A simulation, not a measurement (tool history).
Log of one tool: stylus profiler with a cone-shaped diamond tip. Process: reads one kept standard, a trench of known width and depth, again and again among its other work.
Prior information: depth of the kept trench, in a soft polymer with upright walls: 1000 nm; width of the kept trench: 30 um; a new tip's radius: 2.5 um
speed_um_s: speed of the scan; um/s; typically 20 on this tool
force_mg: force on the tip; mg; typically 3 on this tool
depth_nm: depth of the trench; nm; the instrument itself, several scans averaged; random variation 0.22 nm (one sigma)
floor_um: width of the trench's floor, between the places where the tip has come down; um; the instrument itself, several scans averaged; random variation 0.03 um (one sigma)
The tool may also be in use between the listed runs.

run   hour  speed_um_s  force_mg  depth_nm  floor_um
  1      0          20         3   1006.64      25.9
  2   25.8          20         3   1006.83     25.91
  3   52.1          59         3   1006.82     25.87
  4   73.2          59         3   1006.92     25.76
  5   89.7          20      4.61   1009.22     25.93
  6  116.2          20         3   1007.12     25.94
  7  129.4          20         3   1007.22     25.93
  8  155.9          20         3   1007.23     25.97
  9    175          20         3   1006.84      25.9
 10  190.4          20         3   1007.19     25.91
 11  218.6          20      1.06    1003.5     25.81
 12  234.2          20         3   1006.98     25.87
 13  259.6           8         3   1007.36     25.97
 14  272.9           8         3   1006.95     25.99
 15  294.1          20         3   1006.89     25.94
 16  312.9           8         3   1007.01     25.97
 17  324.7          45         3   1006.84      25.9
 18  348.4          20         3   1007.35     25.86
 19  373.1          20         3   1007.09     25.91
 20  390.1          20         3   1007.16     25.93
 21  417.5          20         3   1006.78     25.97
 22  446.7          33         3   1007.07     25.85
 23  472.8          20      8.45    1014.2     25.98
 24  487.1           6      8.88   1014.21     25.96
 25  507.6           9      3.02   1007.12     25.98
 26  519.6          26      7.68   1012.73     25.92
 27  532.9          10      2.16    1005.6     25.86
 28    545          10      2.16   1005.49     25.95
 29  570.9          63      5.51   1010.27     25.85
 30  583.1          63      5.51    1010.7     25.87
 31  607.8          63      5.51   1010.38     25.77
 32  625.6          63      5.51   1010.93     25.88
 33  650.1          20      7.61   1013.17     25.94
 34  670.4          59      1.32   1004.21     25.69
 35  683.4           6      7.13    1012.4     25.94
 36  699.4           6      7.13   1012.68     25.96
 37  722.6           6      7.13   1012.64     25.96
 38  748.9          14      8.55   1014.45     25.97
 39  761.2          14      8.55   1014.26     25.99
 40  784.9          14      8.55   1014.33     25.98
 41  797.4          56      7.09   1012.84     25.91
 42    825          56      7.09   1012.45     25.88
 43  845.4          56      7.09   1012.79     25.88
 44  862.8          27      3.45   1007.35     25.96
 45    888          60      8.57   1014.46     25.91

Forecast each of these 5 alternatives for the next run:
  A  901.7          26      2.25         ?         ?
  B  901.7          40      7.47         ?         ?
  C  901.7          66         3         ?         ?
  D  901.7          36      1.61         ?         ?
  E  901.7          38      1.32         ?         ?

run  depth_nm  floor_um
  A   1005.91     25.88
  B   1013.29     25.91
  C    1007.1     25.78
  D   1004.57     25.84
  E      1004      25.8
Without the tool's unlogged condition, the same runs would have read:
run  depth_nm  floor_um
  A   1005.89     25.88
  B   1013.27     25.91
  C   1007.08     25.79
  D   1004.55     25.84
  E   1003.99     25.81
